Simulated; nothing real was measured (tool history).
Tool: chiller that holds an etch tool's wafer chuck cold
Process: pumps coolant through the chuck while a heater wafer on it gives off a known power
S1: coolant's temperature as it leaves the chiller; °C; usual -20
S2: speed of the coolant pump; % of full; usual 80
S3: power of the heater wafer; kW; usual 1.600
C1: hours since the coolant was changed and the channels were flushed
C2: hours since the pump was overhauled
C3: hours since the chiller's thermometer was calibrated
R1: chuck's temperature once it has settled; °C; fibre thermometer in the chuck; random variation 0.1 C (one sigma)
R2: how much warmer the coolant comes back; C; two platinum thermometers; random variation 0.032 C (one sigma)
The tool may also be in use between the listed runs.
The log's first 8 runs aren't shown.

run	hour	S1	S2	S3	C1	C2	C3	R1	R2
9	537.7	-25	80	1.600	1820	2103	2477	-5.2	3.79
10	601.9	-25	80	1.600	1884	2167	2541	-5.0	3.87
11	688.5	-25	80	1.600	1971	2254	2628	-5.1	3.87
12	755.2	-25	80	1.600	2038	2321	2694	-5.0	3.89
# hour 793.9: chiller's thermometer calibrated
13	814.6	-25	80	1.600	2096	2379	21	-5.4	3.87
14	865.5	-20	80	1.600	2147	2430	72	-0.5	3.94
15	916.5	-20	80	1.600	2198	2481	123	-0.2	3.91
16	984.5	-20	80	1.600	2266	2549	191	-0.2	3.89
17	1031.0	-20	80	1.600	2312	2595	237	0.0	3.85
18	1096.1	-20	80	1.600	2378	2660	302	-0.1	3.97
19	1133.5	-15	80	1.194	2415	2698	340	0.0	2.92
20	1194.2	-15	80	1.194	2476	2759	400	0.0	2.90
21	1284.1	-13	80	0.957	2565	2848	490	-0.8	2.31
22	1368.5	-22	72	1.333	2650	2933	575	-3.4	3.74
23	1449.2	-20	63	1.498	2731	3014	655	3.6	4.85

Run 24 comes next. What will it give?
24	1533.7	-11	76	0.966	2815	3098	740	?	?

R1: 1.9 °C
R2: 2.56 C
Without the tool's hidden state the same run would have given R1 0.1 °C, R2 2.36 C.
